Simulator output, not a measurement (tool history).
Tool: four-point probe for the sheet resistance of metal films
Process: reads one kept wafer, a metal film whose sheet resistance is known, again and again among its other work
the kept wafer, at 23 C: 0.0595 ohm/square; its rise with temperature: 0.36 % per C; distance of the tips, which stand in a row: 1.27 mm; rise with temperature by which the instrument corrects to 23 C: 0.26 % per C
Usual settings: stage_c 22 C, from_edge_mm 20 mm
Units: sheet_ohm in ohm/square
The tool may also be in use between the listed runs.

run	hour	stage_c	from_edge_mm	sheet_ohm
1	0	22	20	0.059481
2	51.8	22	20	0.059496
3	161.6	31	20	0.060062
4	209.2	23	20	0.059575
5	268.9	22	20	0.059484
6	369	28	20	0.059847
7	436.2	28	20	0.059893
8	543.3	28	18	0.059898
9	610.1	28	18	0.059927
10	696.6	28	18	0.0599
11	802.7	27	20	0.059809
12	883.6	27	20	0.059831
13	970.3	32	10	0.060533
14	1067.9	33	3	0.065322
15	1113.9	33	3	0.065308
16	1173.3	23	22	0.059558
17	1244.4	23	22	0.059543
18	1327.4	28	3	0.064985
19	1388.6	28	3	0.064987
20	1486.3	24	34	0.059534
21	1545.9	24	34	0.059556
22	1642.7	24	4	0.062579
23	1697.5	30	4	0.062963

5 ways to go on from here, each from the tool as it stands after run 23. What would each give?
A	1752.3	30	64	?
B	1752.3	22	8	?
C	1752.3	27	44	?
D	1752.3	18	4	?
E	1752.3	25	4	?

run	sheet_ohm
A	0.059907
B	0.060195
C	0.059733
D	0.062156
E	0.062654
Without the tool's hidden state the same runs would have given:
run	sheet_ohm
A	0.059953
B	0.060245
C	0.059779
D	0.062209
E	0.062705
